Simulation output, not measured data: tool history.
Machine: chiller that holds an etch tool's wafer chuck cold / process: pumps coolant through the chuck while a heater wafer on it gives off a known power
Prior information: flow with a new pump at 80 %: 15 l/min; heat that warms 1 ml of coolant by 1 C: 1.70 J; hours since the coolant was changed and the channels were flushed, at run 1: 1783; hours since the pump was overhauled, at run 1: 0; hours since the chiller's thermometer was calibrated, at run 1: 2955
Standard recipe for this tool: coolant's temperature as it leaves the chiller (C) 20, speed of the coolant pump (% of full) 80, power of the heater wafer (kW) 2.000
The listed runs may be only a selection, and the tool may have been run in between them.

run	hour	coolant's temperature as it leaves the chiller (C)	speed of the coolant pump (% of full)	power of the heater wafer (kW)	hours since the coolant was changed and the channels were flushed	hours since the pump was overhauled	hours since the chiller's thermometer was calibrated	chuck's temperature once it has settled (C)	how much warmer the coolant comes back (C)
1	0.0	20	80	2.000	1783	0	2955	47.0	4.69
2	55.5	20	80	2.000	1839	55	3010	47.0	4.67
3	139.1	20	80	2.000	1922	139	3094	47.1	4.71
4	213.3	20	98	2.000	1997	213	3168	43.4	3.98
5	294.5	20	98	2.000	2078	295	3249	43.8	3.89
6	361.8	20	98	2.000	2145	362	3317	43.8	3.95
7	442.1	20	80	2.000	2226	442	3397	48.0	4.82
8	524.2	20	80	2.000	2308	524	3479	48.4	4.76
9	569.2	20	80	1.610	2353	569	3524	42.5	3.89
10	648.3	20	80	1.610	2432	648	3603	42.8	3.92
11	686.0	20	80	1.610	2469	686	3641	42.8	3.93
12	765.6	20	80	1.610	2549	766	3720	43.0	3.91
13	846.2	20	80	1.610	2630	846	3801	43.3	3.91
14	917.4	20	80	2.000	2701	917	3872	49.2	4.91
15	994.8	20	80	2.000	2778	995	3950	49.9	4.92
16	1044.7	26	80	2.000	2828	1045	4000	55.8	4.92
17	1114.5	17	93	1.125	2898	1115	4069	31.5	2.37
18	1198.1	17	93	1.125	2981	1198	4153	31.4	2.38
19	1246.8	22	74	1.269	3030	1247	4202	42.2	3.41
20	1297.8	15	74	1.269	3081	1298	4253	35.2	3.44
21	1346.9	15	74	1.269	3130	1347	4302	35.3	3.45
22	1411.3	15	74	1.269	3195	1411	4366	35.5	3.44
23	1494.7	20	97	1.450	3278	1495	4449	39.3	2.98
24	1566.2	20	97	1.450	3350	1566	4521	39.6	2.97
# hour 1582.0: coolant changed, channels flushed
25	1641.8	15	97	1.418	60	1636	4591	29.5	2.99
26	1698.3	20	80	2.071	116	1692	4647	45.7	5.24
27	1775.6	20	80	2.071	194	1770	4724	45.8	5.28
28	1852.8	20	76	1.912	271	1847	4802	44.9	5.11
29	1894.3	20	80	1.134	312	1888	4843	33.4	2.88
30	1975.1	20	80	1.134	393	1969	4924	33.5	2.89
31	2050.2	20	80	1.134	468	2044	4999	33.7	2.90
32	2122.5	20	83	2.000	541	2117	5071	44.8	4.97

Hidden state at the last listed run before each entry between runs and at the first one after, where it differs:
Between runs 24 and 25: coolant changed, channels flushed (hour 1582.0)
  heat passed by the chuck's channels, % of clean ones': 75.6 -> 99.2; flow at a given pump speed, % of a new pump's: 93.3 -> 93; coolant's true temperature over the reading, C: -1.54 -> -1.56
  measured result minus the result with no hidden state, chuck's temperature once it has settled (C): +4.0 -> -0.6; how much warmer the coolant comes back (C): +0.20 -> +0.21

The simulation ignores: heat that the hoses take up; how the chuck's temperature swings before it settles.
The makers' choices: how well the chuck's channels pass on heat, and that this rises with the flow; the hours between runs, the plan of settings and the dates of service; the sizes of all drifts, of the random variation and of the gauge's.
